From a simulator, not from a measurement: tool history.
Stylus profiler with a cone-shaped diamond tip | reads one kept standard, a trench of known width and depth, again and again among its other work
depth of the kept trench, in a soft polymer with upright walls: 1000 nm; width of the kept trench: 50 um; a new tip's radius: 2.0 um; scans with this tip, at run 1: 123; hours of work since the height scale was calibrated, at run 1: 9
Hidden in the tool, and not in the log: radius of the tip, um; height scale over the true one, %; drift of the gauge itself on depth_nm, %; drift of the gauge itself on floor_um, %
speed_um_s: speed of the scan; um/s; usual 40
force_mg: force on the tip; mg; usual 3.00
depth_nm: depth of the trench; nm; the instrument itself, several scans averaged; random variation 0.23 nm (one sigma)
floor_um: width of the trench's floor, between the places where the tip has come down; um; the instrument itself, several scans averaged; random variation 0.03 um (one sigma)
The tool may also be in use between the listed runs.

run	day	speed_um_s	force_mg	scans with this tip	hours of work since the height scale was calibrated	depth_nm	floor_um
1	0.000	40	3.00	123	9	1014.20	46.35
2	2.708	40	6.86	560	42	1024.23	46.33
3	7.171	83	3.00	1279	97	1013.97	46.17
4	10.812	40	1.02	1866	142	1006.41	46.20
5	13.275	40	4.33	2263	172	1017.14	46.21
6	18.400	108	3.00	3089	234	1013.73	45.96
7	21.733	40	3.82	3627	275	1016.12	46.13
8	25.350	40	3.82	4210	319	1015.97	46.15
9	30.096	40	3.00	4974	377	1013.48	46.06
# day 30.521: height scale calibrated on a step standard
10	32.804	40	3.00	5408	28	1013.00	46.06
11	37.504	40	3.00	6166	85	1013.03	46.02
12	40.029	40	3.00	6572	116	1012.54	46.01
# day 41.262: height scale calibrated on a step standard, once more
13	42.600	40	3.00	6984	16	1013.35	45.96
14	47.033	135	1.28	7698	71	1007.56	45.46
15	50.125	74	8.39	8196	108	1026.71	45.89
16	53.400	74	8.39	8724	148	1026.67	45.79

The next listed run, before its measurement:
17	57.433	74	1.86	9374	198	?	?

{"run 17": {"depth_nm": 1009.52, "floor_um": 45.68}}
Without the tool's hidden state the same run would have given depth_nm 1010.03 nm, floor_um 46.27 um.

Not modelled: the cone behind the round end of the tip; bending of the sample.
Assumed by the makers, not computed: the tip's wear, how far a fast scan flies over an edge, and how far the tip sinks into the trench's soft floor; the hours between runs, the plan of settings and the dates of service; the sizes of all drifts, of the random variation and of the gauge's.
